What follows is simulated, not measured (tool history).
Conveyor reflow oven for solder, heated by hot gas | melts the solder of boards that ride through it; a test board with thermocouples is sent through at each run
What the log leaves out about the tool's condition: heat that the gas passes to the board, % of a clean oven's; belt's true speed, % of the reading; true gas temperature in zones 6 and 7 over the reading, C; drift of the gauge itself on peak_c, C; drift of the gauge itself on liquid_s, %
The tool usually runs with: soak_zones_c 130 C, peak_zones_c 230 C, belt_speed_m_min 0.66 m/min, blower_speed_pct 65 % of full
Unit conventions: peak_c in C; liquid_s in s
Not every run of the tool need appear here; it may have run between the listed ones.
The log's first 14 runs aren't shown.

run	hour	soak_zones_c	peak_zones_c	belt_speed_m_min	blower_speed_pct	hours of work since the flux was cleaned out	hours of work since the belt drive was overhauled	hours of work since the thermocouples were changed	peak_c	liquid_s
15	473.2	130	229	0.66	68	36	283	1079	208.4	38.2
16	512.5	130	240	0.581	74	60	307	1103	224	55.8
17	531.4	130	221	0.66	86	71	319	1115	205.7	37.4
18	552.6	130	225	0.754	60	84	332	1128	196.8	19.9
19	591.3	130	225	0.754	60	108	355	1151	195	19.6
20	619.7	130	232	0.642	60	125	373	1169	207.3	38.7
21	658	130	232	0.642	60	149	396	1192	207.6	38.3
22	682.5	130	230	0.56	72	164	411	1207	215.2	52.2
23	711.9	130	230	0.746	56	182	429	1225	197.8	21.2
24	739	130	232	0.771	65	198	446	1242	201.2	25.4
25	758.2	130	232	0.771	65	210	457	1253	201.6	24.6
26	793.6	117	230	0.606	54	232	479	1275	202.6	30.8
27	822.7	129	230	0.616	87	249	497	1293	214.2	46.7

What will run 28 give?
28	847.5	140	230	0.66	75	265	512	1308	?	?

{"run 28": {"peak_c": 210.6, "liquid_s": 43.3}}
On a tool with no hidden condition, and with the same random variation, this run would have come out at peak_c 211.3 C, liquid_s 44.2 s.
